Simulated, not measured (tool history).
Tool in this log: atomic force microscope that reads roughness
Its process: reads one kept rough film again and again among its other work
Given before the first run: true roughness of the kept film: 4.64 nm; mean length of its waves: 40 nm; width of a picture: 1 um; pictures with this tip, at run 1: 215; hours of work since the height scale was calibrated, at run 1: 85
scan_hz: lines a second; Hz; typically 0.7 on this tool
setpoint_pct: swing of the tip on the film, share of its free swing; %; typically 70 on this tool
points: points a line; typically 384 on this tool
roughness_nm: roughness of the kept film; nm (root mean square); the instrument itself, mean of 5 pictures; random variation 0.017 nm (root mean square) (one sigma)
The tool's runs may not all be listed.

| run | hour | scan_hz | setpoint_pct | points | pictures with this tip | hours of work since the height scale was calibrated | roughness_nm |
|---|---|---|---|---|---|---|---|
| 1 | 0 | 0.7 | 70 | 384 | 215 | 85 | 4.064 |
| 2 | 5.2 | 0.837 | 70 | 384 | 227 | 88 | 4.001 |
| 3 | 13.2 | 0.837 | 58 | 384 | 244 | 94 | 4.051 |
|  | 19.4 | new tip fitted |
| 4 | 23.6 | 0.837 | 58 | 384 | 9 | 101 | 4.275 |
| 5 | 31 | 0.7 | 76 | 384 | 25 | 107 | 4.125 |
| 6 | 39.1 | 0.7 | 76 | 384 | 43 | 112 | 4.133 |
| 7 | 45.9 | 0.7 | 76 | 384 | 58 | 117 | 4.104 |
| 8 | 51.5 | 1.773 | 70 | 384 | 70 | 122 | 3.959 |
| 9 | 58 | 0.7 | 70 | 621 | 85 | 126 | 4.184 |
| 10 | 64.4 | 0.7 | 70 | 621 | 99 | 131 | 4.104 |
| 11 | 72.2 | 0.7 | 70 | 621 | 116 | 137 | 4.105 |
| 12 | 79.4 | 0.7 | 70 | 290 | 132 | 142 | 4.102 |
| 13 | 87.3 | 1.052 | 70 | 384 | 149 | 147 | 3.966 |
| 14 | 95.3 | 0.7 | 70 | 764 | 167 | 153 | 4.079 |
| 15 | 107.4 | 2.017 | 70 | 764 | 193 | 162 | 3.821 |
| 16 | 118.4 | 0.7 | 70 | 384 | 218 | 170 | 4.019 |
| 17 | 124.8 | 0.7 | 70 | 384 | 232 | 175 | 4.012 |
| 18 | 131.7 | 0.7 | 70 | 384 | 247 | 180 | 3.956 |
|  | 136.7 | new tip fitted |
| 19 | 137.9 | 0.735 | 88 | 663 | 3 | 184 | 3.966 |
| 20 | 149.4 | 0.735 | 88 | 663 | 28 | 192 | 4.008 |
| 21 | 160.4 | 1.173 | 66 | 476 | 52 | 200 | 4.129 |
| 22 | 169.1 | 1.173 | 66 | 476 | 71 | 206 | 4.11 |
| 23 | 176.2 | 1.173 | 66 | 476 | 87 | 212 | 4.101 |
| 24 | 183.2 | 0.7 | 63 | 360 | 102 | 217 | 4.197 |
| 25 | 189.8 | 0.7 | 73 | 384 | 117 | 221 | 4.083 |
| 26 | 198.3 | 1.005 | 73 | 384 | 136 | 228 | 3.971 |
| 27 | 207.9 | 1.005 | 73 | 384 | 157 | 235 | 3.962 |
| 28 | 219.3 | 1.083 | 73 | 678 | 182 | 243 | 3.931 |
| 29 | 224.5 | 3.373 | 70 | 652 | 193 | 247 | 3.588 |
| 30 | 232.5 | 1.296 | 77 | 262 | 211 | 252 | 3.791 |
| 31 | 239.5 | 0.7 | 61 | 734 | 226 | 257 | 4.078 |
| 32 | 249.7 | 0.7 | 61 | 929 | 249 | 265 | 4.093 |
|  | 254.3 | new tip fitted |
| 33 | 258.2 | 0.7 | 61 | 929 | 8 | 271 | 4.313 |
| 34 | 267.7 | 0.7 | 82 | 928 | 29 | 278 | 4.119 |
| 35 | 277.3 | 0.558 | 81 | 384 | 50 | 285 | 4.126 |

Below, some changes in roughness_nm between adjacent runs. For each, the amount present without the hidden state too (settings, incoming material, random variation) and the amount remaining for the hidden state with gauge scatter not shared by both compared results:
Hidden state at play: radius of the tip, nm; height scale over the true one, %; drift of the gauge itself on roughness_nm, %.
Run 3 -> 4: new tip fitted. roughness_nm +0.224 nm (root mean square): hidden state +0.224, all else +0.
Run 14 -> 15: scan_hz 0.7 -> 2.017. roughness_nm -0.258 nm (root mean square): hidden state -0.013, all else -0.245.
Run 18 -> 19: scan_hz 0.7 -> 0.735, setpoint_pct 70 -> 88, points 384 -> 663, new tip fitted. roughness_nm +0.01 nm (root mean square): hidden state +0.221, all else -0.211.
Run 28 -> 29: scan_hz 1.083 -> 3.373, setpoint_pct 73 -> 70, points 678 -> 652. roughness_nm -0.343 nm (root mean square): hidden state +0.005, all else -0.348.
Run 30 -> 31: scan_hz 1.296 -> 0.7, setpoint_pct 77 -> 61, points 262 -> 734. roughness_nm +0.287 nm (root mean square): hidden state -0.03, all else +0.317.
Run 32 -> 33: new tip fitted. roughness_nm +0.22 nm (root mean square): hidden state +0.254, all else -0.034.
